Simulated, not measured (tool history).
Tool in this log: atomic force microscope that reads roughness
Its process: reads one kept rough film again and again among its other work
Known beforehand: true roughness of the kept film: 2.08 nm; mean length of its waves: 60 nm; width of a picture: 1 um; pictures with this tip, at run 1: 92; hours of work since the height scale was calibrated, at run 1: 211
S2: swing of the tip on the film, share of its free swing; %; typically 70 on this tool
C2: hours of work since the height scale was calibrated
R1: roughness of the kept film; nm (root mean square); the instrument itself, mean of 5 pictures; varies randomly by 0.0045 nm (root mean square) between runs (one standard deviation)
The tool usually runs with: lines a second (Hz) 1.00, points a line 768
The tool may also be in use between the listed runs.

{"run": 1, "day": 0.0, "lines a second (Hz)": 1.0, "S2": 70, "points a line": 768, "pictures with this tip": 92, "C2": 211, "R1": 1.948}
{"run": 2, "day": 0.704, "lines a second (Hz)": 1.0, "S2": 70, "points a line": 768, "pictures with this tip": 118, "C2": 221, "R1": 1.935}
{"day": 0.767, "done": "new tip fitted"}
{"run": 3, "day": 1.242, "lines a second (Hz)": 1.0, "S2": 70, "points a line": 768, "pictures with this tip": 17, "C2": 228, "R1": 1.969}
{"run": 4, "day": 1.796, "lines a second (Hz)": 1.0, "S2": 70, "points a line": 768, "pictures with this tip": 38, "C2": 236, "R1": 1.971}
{"run": 5, "day": 2.171, "lines a second (Hz)": 1.0, "S2": 70, "points a line": 768, "pictures with this tip": 51, "C2": 241, "R1": 1.957}
{"run": 6, "day": 2.85, "lines a second (Hz)": 1.0, "S2": 70, "points a line": 768, "pictures with this tip": 76, "C2": 251, "R1": 1.948}
{"run": 7, "day": 3.467, "lines a second (Hz)": 2.77, "S2": 70, "points a line": 303, "pictures with this tip": 98, "C2": 259, "R1": 1.823}
{"day": 4.058, "done": "new tip fitted"}
{"run": 8, "day": 4.067, "lines a second (Hz)": 1.19, "S2": 60, "points a line": 303, "pictures with this tip": 1, "C2": 268, "R1": 2.011}
{"run": 9, "day": 4.6, "lines a second (Hz)": 1.46, "S2": 68, "points a line": 542, "pictures with this tip": 20, "C2": 275, "R1": 1.959}
{"run": 10, "day": 4.975, "lines a second (Hz)": 3.51, "S2": 62, "points a line": 768, "pictures with this tip": 34, "C2": 280, "R1": 1.878}
{"run": 11, "day": 5.675, "lines a second (Hz)": 1.0, "S2": 58, "points a line": 768, "pictures with this tip": 59, "C2": 290, "R1": 1.994}
{"run": 12, "day": 5.992, "lines a second (Hz)": 1.0, "S2": 58, "points a line": 768, "pictures with this tip": 71, "C2": 295, "R1": 1.991}

Results for each run, recomputed without the tool's hidden state and with each run's random variation untouched:
Unlogged tool condition in this case: radius of the tip, nm; height scale over the true one, %; drift of the gauge itself on roughness_nm, %.
run=1 R1=1.985
run=2 R1=1.983
run=3 R1=1.974
run=4 R1=1.985
run=5 R1=1.977
run=6 R1=1.978
run=7 R1=1.859
run=8 R1=2.008
run=9 R1=1.964
run=10 R1=1.890
run=11 R1=2.016
run=12 R1=2.019

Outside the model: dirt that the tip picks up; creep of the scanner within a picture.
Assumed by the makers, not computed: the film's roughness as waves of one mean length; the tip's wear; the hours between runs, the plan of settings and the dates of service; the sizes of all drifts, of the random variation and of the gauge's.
